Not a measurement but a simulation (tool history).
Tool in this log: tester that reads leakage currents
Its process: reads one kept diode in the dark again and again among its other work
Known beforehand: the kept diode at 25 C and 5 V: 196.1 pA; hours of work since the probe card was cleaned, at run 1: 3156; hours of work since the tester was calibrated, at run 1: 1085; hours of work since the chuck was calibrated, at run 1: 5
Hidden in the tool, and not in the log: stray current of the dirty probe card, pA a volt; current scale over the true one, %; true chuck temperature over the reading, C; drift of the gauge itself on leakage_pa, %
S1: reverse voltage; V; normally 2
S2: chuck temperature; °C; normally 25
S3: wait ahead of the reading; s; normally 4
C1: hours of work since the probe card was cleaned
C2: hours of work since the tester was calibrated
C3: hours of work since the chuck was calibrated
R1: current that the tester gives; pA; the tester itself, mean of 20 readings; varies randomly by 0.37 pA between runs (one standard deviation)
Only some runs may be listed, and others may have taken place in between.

Run 1, hour 0: usual settings; C1 3156; C2 1085; C3 5. Result: R1 121.95 pA.
At hour 30.6: probe card cleaned and baked.
Run 2, hour 35.7: usual settings but S3 6.75 s; C1 4; C2 1108; C3 28. Result: R1 120.78 pA.
Run 3, hour 76.5: usual settings; C1 32; C2 1136; C3 57. Result: R1 119.87 pA.
Run 4, hour 121.7: usual settings but S1 2.77 V; C1 64; C2 1168; C3 88. Result: R1 142.97 pA.
Run 5, hour 157.4: usual settings but S2 21 °C; C1 89; C2 1193; C3 113. Result: R1 87.28 pA.
Run 6, hour 204.9: usual settings; C1 122; C2 1226; C3 147. Result: R1 119.03 pA.
Run 7, hour 261.8: usual settings; C1 162; C2 1266; C3 187. Result: R1 118.12 pA.
Run 8, hour 300.3: usual settings; C1 189; C2 1293; C3 214. Result: R1 117.07 pA.
Run 9, hour 345: usual settings but S2 41 °C; C1 220; C2 1324; C3 245. Result: R1 385.34 pA.
Run 10, hour 403.4: usual settings but S2 41 °C; C1 261; C2 1365; C3 286. Result: R1 382.09 pA.
Run 11, hour 458.3: usual settings but S2 41 °C; C1 300; C2 1404; C3 324. Result: R1 378.54 pA.
Run 12, hour 489.9: usual settings but S2 41 °C; C1 322; C2 1426; C3 346. Result: R1 379.36 pA.
Run 13, hour 530.5: usual settings but S2 33 °C; C1 350; C2 1454; C3 375. Result: R1 211.39 pA.
Run 14, hour 567.4: usual settings but S2 33 °C, S3 9.8 s; C1 376; C2 1480; C3 401. Result: R1 211.16 pA.
Run 15, hour 626.5: usual settings but S3 6.62 s; C1 418; C2 1522; C3 442. Result: R1 113.38 pA.
Run 16, hour 663.5: usual settings but S3 6.62 s; C1 443; C2 1547; C3 468. Result: R1 112.47 pA.
Run 17, hour 712.1: usual settings but S3 6.62 s; C1 478; C2 1582; C3 502. Result: R1 112.27 pA.
Run 18, hour 754.7: usual settings but S3 8.87 s; C1 507; C2 1611; C3 532. Result: R1 111.75 pA.
Run 19, hour 794.2: usual settings but S3 2.15 s; C1 535; C2 1639; C3 560. Result: R1 111.36 pA.
Run 20, hour 822.9: usual settings but S2 24 °C; C1 555; C2 1659; C3 580. Result: R1 102.38 pA.
Run 21, hour 878.9: usual settings but S2 24 °C; C1 594; C2 1698; C3 619. Result: R1 102.16 pA.
Run 22, hour 910.9: usual settings but S2 23 °C, S3 1.12 s; C1 617; C2 1721; C3 641. Result: R1 93.89 pA.
Run 23, hour 940.2: usual settings but S1 4.08 V, S3 4.58 s; C1 637; C2 1741; C3 662. Result: R1 159 pA.
Run 24, hour 985.4: usual settings but S1 4.08 V, S3 4.58 s; C1 669; C2 1773; C3 694. Result: R1 158.26 pA.
Run 25, hour 1009.7: usual settings but S1 7.52 V, S2 51 °C, S3 1.56 s; C1 686; C2 1790; C3 711. Result: R1 1430.55 pA.
Run 26, hour 1052.3: usual settings but S1 7.52 V, S2 42 °C, S3 0.37 s; C1 716; C2 1820; C3 740. Result: R1 773.33 pA.
Run 27, hour 1076.7: usual settings but S1 6.66 V, S2 34 °C, S3 1.93 s; C1 733; C2 1837; C3 758. Result: R1 405.69 pA.
Run 28, hour 1135.3: usual settings but S3 1.12 s; C1 774; C2 1878; C3 799. Result: R1 106.88 pA.
Run 29, hour 1165.5: usual settings but S3 3.33 s; C1 795; C2 1899; C3 820. Result: R1 107.11 pA.
Run 30, hour 1216.1: usual settings but S1 6.87 V, S2 38 °C, S3 0.93 s; C1 831; C2 1935; C3 855. Result: R1 542.1 pA.
Run 31, hour 1259.4: usual settings but S1 1.71 V, S2 29 °C, S3 0.93 s; C1 861; C2 1965; C3 886. Result: R1 132.54 pA.
Run 32, hour 1305.2: usual settings but S1 1.71 V, S2 29 °C, S3 0.93 s; C1 893; C2 1997; C3 918. Result: R1 132.6 pA.
Run 33, hour 1333.7: usual settings but S1 1.71 V, S2 29 °C, S3 0.93 s; C1 913; C2 2017; C3 938. Result: R1 131.5 pA.
Run 34, hour 1362.6: usual settings but S1 1.71 V, S2 29 °C, S3 0.93 s; C1 933; C2 2037; C3 958. Result: R1 131.78 pA.
Run 35, hour 1395.4: usual settings but S1 9.95 V, S2 47 °C, S3 0.43 s; C1 956; C2 2060; C3 981. Result: R1 1227.64 pA.
Run 36, hour 1447.1: usual settings but S1 1.71 V, S2 57 °C, S3 1.17 s; C1 993; C2 2097; C3 1017. Result: R1 942.34 pA.
At hour 1454.3: chuck's temperature calibrated.
Run 37, hour 1476.2: usual settings but S3 0.73 s; C1 1012; C2 2116; C3 15. Result: R1 121.57 pA.
Run 38, hour 1513.7: usual settings but S2 24 °C, S3 1.16 s; C1 1038; C2 2142; C3 42. Result: R1 112.32 pA.
Run 39, hour 1572: usual settings but S1 1.18 V, S2 24 °C, S3 1.16 s; C1 1079; C2 2183; C3 83. Result: R1 84.02 pA.

4 ways to go on from here, each from the tool as it stands after run 39. What would each give?
Run A, hour 1600.4: usual settings but S1 1.18 V, S2 27 °C, S3 2.19 s; C1 1099; C2 2203; C3 102. Result: R1 ?.
Run B, hour 1600.4: usual settings but S1 1.18 V, S2 37 °C, S3 1.16 s; C1 1099; C2 2203; C3 102. Result: R1 ?.
Run C, hour 1600.4: usual settings but S1 7.38 V, S2 24 °C, S3 1.16 s; C1 1099; C2 2203; C3 102. Result: R1 ?.
Run D, hour 1600.4: usual settings but S1 13.4 V, S2 28 °C, S3 2.49 s; C1 1099; C2 2203; C3 102. Result: R1 ?.

run      R1
  A  105.62
  B  224.75
  C  221.09
  D  410.84
Take away the tool's hidden state, keep each run's random variation, and the runs would have read:
run      R1
  A  107.04
  B  227.62
  C  223.39
  D  414.93
